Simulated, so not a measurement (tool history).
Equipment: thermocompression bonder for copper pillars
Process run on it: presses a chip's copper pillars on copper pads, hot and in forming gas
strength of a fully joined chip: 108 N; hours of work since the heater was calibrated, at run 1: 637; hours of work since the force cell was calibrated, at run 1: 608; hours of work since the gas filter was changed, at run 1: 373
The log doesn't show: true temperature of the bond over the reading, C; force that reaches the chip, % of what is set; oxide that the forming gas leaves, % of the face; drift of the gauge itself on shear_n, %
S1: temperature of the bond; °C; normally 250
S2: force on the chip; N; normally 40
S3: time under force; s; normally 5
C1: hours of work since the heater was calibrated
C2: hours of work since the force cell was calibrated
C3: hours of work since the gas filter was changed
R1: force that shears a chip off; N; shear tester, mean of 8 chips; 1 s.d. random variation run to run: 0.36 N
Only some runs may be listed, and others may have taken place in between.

{"run": 1, "hour": 0.0, "S1": 250, "S2": 40, "S3": 5, "C1": 637, "C2": 608, "C3": 373, "R1": 68.6}
{"run": 2, "hour": 17.9, "S1": 236, "S2": 40, "S3": 5, "C1": 646, "C2": 617, "C3": 382, "R1": 56.5}
{"run": 3, "hour": 35.0, "S1": 236, "S2": 40, "S3": 12, "C1": 655, "C2": 626, "C3": 391, "R1": 73.0}
{"run": 4, "hour": 66.3, "S1": 250, "S2": 40, "S3": 5, "C1": 671, "C2": 642, "C3": 407, "R1": 68.1}
{"run": 5, "hour": 94.9, "S1": 250, "S2": 40, "S3": 5, "C1": 686, "C2": 656, "C3": 422, "R1": 68.1}
{"run": 6, "hour": 120.6, "S1": 246, "S2": 40, "S3": 5, "C1": 699, "C2": 669, "C3": 435, "R1": 64.9}
{"run": 7, "hour": 140.3, "S1": 250, "S2": 40, "S3": 5, "C1": 709, "C2": 679, "C3": 445, "R1": 68.2}
{"hour": 154.6, "done": "forming gas filter changed"}
{"run": 8, "hour": 167.2, "S1": 277, "S2": 40, "S3": 5, "C1": 722, "C2": 693, "C3": 6, "R1": 89.8}
{"run": 9, "hour": 200.2, "S1": 277, "S2": 40, "S3": 5, "C1": 739, "C2": 709, "C3": 23, "R1": 89.0}
{"run": 10, "hour": 228.5, "S1": 277, "S2": 40, "S3": 5, "C1": 753, "C2": 724, "C3": 38, "R1": 89.7}
{"run": 11, "hour": 262.5, "S1": 250, "S2": 40, "S3": 5, "C1": 771, "C2": 741, "C3": 55, "R1": 68.5}
{"run": 12, "hour": 288.3, "S1": 250, "S2": 40, "S3": 5, "C1": 784, "C2": 754, "C3": 68, "R1": 67.8}
{"run": 13, "hour": 323.7, "S1": 250, "S2": 40, "S3": 5, "C1": 802, "C2": 772, "C3": 86, "R1": 68.6}
{"run": 14, "hour": 350.6, "S1": 250, "S2": 40, "S3": 5, "C1": 816, "C2": 786, "C3": 100, "R1": 67.9}
{"run": 15, "hour": 383.5, "S1": 250, "S2": 47, "S3": 5, "C1": 832, "C2": 803, "C3": 117, "R1": 75.8}
{"run": 16, "hour": 409.1, "S1": 250, "S2": 40, "S3": 5, "C1": 845, "C2": 816, "C3": 130, "R1": 67.3}
{"run": 17, "hour": 431.3, "S1": 250, "S2": 45, "S3": 3, "C1": 857, "C2": 827, "C3": 141, "R1": 63.5}
{"run": 18, "hour": 454.5, "S1": 246, "S2": 27, "S3": 4, "C1": 868, "C2": 839, "C3": 153, "R1": 41.3}
{"run": 19, "hour": 493.8, "S1": 241, "S2": 40, "S3": 6, "C1": 888, "C2": 859, "C3": 173, "R1": 62.8}
{"run": 20, "hour": 520.1, "S1": 226, "S2": 40, "S3": 4, "C1": 902, "C2": 872, "C3": 186, "R1": 42.1}
{"run": 21, "hour": 554.7, "S1": 230, "S2": 40, "S3": 6, "C1": 919, "C2": 890, "C3": 204, "R1": 52.9}
{"run": 22, "hour": 571.7, "S1": 279, "S2": 40, "S3": 5, "C1": 928, "C2": 899, "C3": 212, "R1": 88.7}
{"run": 23, "hour": 608.6, "S1": 240, "S2": 28, "S3": 5, "C1": 947, "C2": 917, "C3": 231, "R1": 42.4}
{"run": 24, "hour": 629.2, "S1": 259, "S2": 27, "S3": 3, "C1": 957, "C2": 928, "C3": 242, "R1": 46.5}
{"run": 25, "hour": 648.5, "S1": 259, "S2": 27, "S3": 3, "C1": 967, "C2": 938, "C3": 251, "R1": 46.2}
{"hour": 674.4, "done": "gauge calibrated"}
{"run": 26, "hour": 687.2, "S1": 259, "S2": 27, "S3": 3, "C1": 987, "C2": 957, "C3": 271, "R1": 47.8}
{"run": 27, "hour": 727.2, "S1": 259, "S2": 27, "S3": 3, "C1": 1007, "C2": 978, "C3": 292, "R1": 47.5}

Expected results for the next run?
{"run": 28, "hour": 766.7, "S1": 259, "S2": 27, "S3": 3, "C1": 1027, "C2": 998, "C3": 312, "R1": "?"}

Logged for run 28: R1 47.7 N.
Had the tool carried no hidden state, the very same run would have given R1 47.8 N.
